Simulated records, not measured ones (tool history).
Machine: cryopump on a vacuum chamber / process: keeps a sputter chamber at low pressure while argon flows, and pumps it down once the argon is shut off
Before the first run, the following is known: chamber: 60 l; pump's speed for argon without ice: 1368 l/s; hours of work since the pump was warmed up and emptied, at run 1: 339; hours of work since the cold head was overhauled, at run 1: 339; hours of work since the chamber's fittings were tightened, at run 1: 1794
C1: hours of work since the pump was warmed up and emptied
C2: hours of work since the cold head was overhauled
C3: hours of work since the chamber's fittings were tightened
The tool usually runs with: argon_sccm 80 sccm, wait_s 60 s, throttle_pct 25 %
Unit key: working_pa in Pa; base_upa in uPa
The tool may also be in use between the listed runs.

{"run": 1, "hour": 0.0, "argon_sccm": 80, "wait_s": 60, "throttle_pct": 25, "C1": 339, "C2": 339, "C3": 1794, "working_pa": 0.4037, "base_upa": 1.83}
{"run": 2, "hour": 33.0, "argon_sccm": 80, "wait_s": 60, "throttle_pct": 25, "C1": 366, "C2": 366, "C3": 1821, "working_pa": 0.4037, "base_upa": 1.89}
{"run": 3, "hour": 58.6, "argon_sccm": 80, "wait_s": 38, "throttle_pct": 25, "C1": 387, "C2": 387, "C3": 1843, "working_pa": 0.4056, "base_upa": 2.57}
{"run": 4, "hour": 90.4, "argon_sccm": 80, "wait_s": 93, "throttle_pct": 25, "C1": 414, "C2": 414, "C3": 1869, "working_pa": 0.4071, "base_upa": 1.45}
{"run": 5, "hour": 109.4, "argon_sccm": 80, "wait_s": 93, "throttle_pct": 25, "C1": 429, "C2": 429, "C3": 1885, "working_pa": 0.4087, "base_upa": 1.53}
{"run": 6, "hour": 126.3, "argon_sccm": 80, "wait_s": 120, "throttle_pct": 25, "C1": 443, "C2": 443, "C3": 1899, "working_pa": 0.409, "base_upa": 1.31}
{"run": 7, "hour": 153.8, "argon_sccm": 80, "wait_s": 120, "throttle_pct": 25, "C1": 466, "C2": 466, "C3": 1921, "working_pa": 0.409, "base_upa": 1.33}
{"run": 8, "hour": 169.3, "argon_sccm": 80, "wait_s": 60, "throttle_pct": 25, "C1": 479, "C2": 479, "C3": 1934, "working_pa": 0.4075, "base_upa": 1.97}
{"run": 9, "hour": 203.5, "argon_sccm": 80, "wait_s": 60, "throttle_pct": 25, "C1": 507, "C2": 507, "C3": 1963, "working_pa": 0.4119, "base_upa": 1.88}
{"run": 10, "hour": 238.3, "argon_sccm": 80, "wait_s": 60, "throttle_pct": 25, "C1": 536, "C2": 536, "C3": 1992, "working_pa": 0.4135, "base_upa": 1.99}
{"run": 11, "hour": 268.0, "argon_sccm": 61, "wait_s": 60, "throttle_pct": 25, "C1": 561, "C2": 561, "C3": 2016, "working_pa": 0.3119, "base_upa": 1.98}
{"run": 12, "hour": 292.7, "argon_sccm": 61, "wait_s": 60, "throttle_pct": 25, "C1": 581, "C2": 581, "C3": 2037, "working_pa": 0.3133, "base_upa": 1.93}
{"run": 13, "hour": 310.6, "argon_sccm": 61, "wait_s": 60, "throttle_pct": 25, "C1": 596, "C2": 596, "C3": 2051, "working_pa": 0.3144, "base_upa": 1.96}
{"run": 14, "hour": 335.1, "argon_sccm": 61, "wait_s": 60, "throttle_pct": 25, "C1": 616, "C2": 616, "C3": 2072, "working_pa": 0.316, "base_upa": 2.06}
{"run": 15, "hour": 370.4, "argon_sccm": 61, "wait_s": 60, "throttle_pct": 16, "C1": 646, "C2": 646, "C3": 2101, "working_pa": 0.4834, "base_upa": 2.01}
{"run": 16, "hour": 390.5, "argon_sccm": 82, "wait_s": 119, "throttle_pct": 22, "C1": 662, "C2": 662, "C3": 2118, "working_pa": 0.4806, "base_upa": 1.4}
{"hour": 400.2, "done": "pump warmed up, emptied and cooled again"}
{"run": 17, "hour": 415.4, "argon_sccm": 82, "wait_s": 119, "throttle_pct": 22, "C1": 13, "C2": 679, "C3": 2134, "working_pa": 0.4608, "base_upa": 1.28}
{"run": 18, "hour": 431.0, "argon_sccm": 48, "wait_s": 150, "throttle_pct": 48, "C1": 25, "C2": 692, "C3": 2147, "working_pa": 0.125, "base_upa": 1.17}
{"run": 19, "hour": 462.2, "argon_sccm": 48, "wait_s": 150, "throttle_pct": 48, "C1": 51, "C2": 718, "C3": 2173, "working_pa": 0.1253, "base_upa": 1.22}
{"run": 20, "hour": 488.5, "argon_sccm": 146, "wait_s": 74, "throttle_pct": 48, "C1": 73, "C2": 739, "C3": 2195, "working_pa": 0.3818, "base_upa": 1.68}
{"run": 21, "hour": 518.8, "argon_sccm": 69, "wait_s": 294, "throttle_pct": 16, "C1": 98, "C2": 765, "C3": 2220, "working_pa": 0.54, "base_upa": 0.99}
{"run": 22, "hour": 549.3, "argon_sccm": 40, "wait_s": 88, "throttle_pct": 41, "C1": 124, "C2": 790, "C3": 2245, "working_pa": 0.1209, "base_upa": 1.58}
{"run": 23, "hour": 568.8, "argon_sccm": 40, "wait_s": 88, "throttle_pct": 41, "C1": 140, "C2": 806, "C3": 2261, "working_pa": 0.122, "base_upa": 1.59}
{"run": 24, "hour": 602.0, "argon_sccm": 40, "wait_s": 88, "throttle_pct": 41, "C1": 167, "C2": 834, "C3": 2289, "working_pa": 0.1231, "base_upa": 1.61}
{"run": 25, "hour": 628.6, "argon_sccm": 40, "wait_s": 88, "throttle_pct": 41, "C1": 189, "C2": 856, "C3": 2311, "working_pa": 0.1233, "base_upa": 1.58}
{"run": 26, "hour": 665.9, "argon_sccm": 115, "wait_s": 60, "throttle_pct": 27, "C1": 220, "C2": 887, "C3": 2342, "working_pa": 0.5378, "base_upa": 1.97}

Some steps in working_pa between neighbouring runs. How much of each would the tool show without its hidden state too (settings, what came in, random variation), and how much is left for the hidden state, with any gauge scatter that isn't in both results?
Hidden state at play: pump's speed, % of a pump's without ice; cold plate's temperature, K; leak into the chamber, uPa l/s; drift of the gauge itself on working_pa, %; drift of the gauge itself on base_upa, %.
Run 16 -> 17: pump warmed up, emptied and cooled again. working_pa -0.0198 Pa: hidden state -0.0179, all else -0.0019.
Run 21 -> 22: argon_sccm 69 -> 40, wait_s 294 -> 88, throttle_pct 16 -> 41. working_pa -0.4191 Pa: hidden state -0.001, all else -0.4181.
Run 25 -> 26: argon_sccm 40 -> 115, wait_s 88 -> 60, throttle_pct 41 -> 27. working_pa +0.4145 Pa: hidden state +0.0069, all else +0.4076.

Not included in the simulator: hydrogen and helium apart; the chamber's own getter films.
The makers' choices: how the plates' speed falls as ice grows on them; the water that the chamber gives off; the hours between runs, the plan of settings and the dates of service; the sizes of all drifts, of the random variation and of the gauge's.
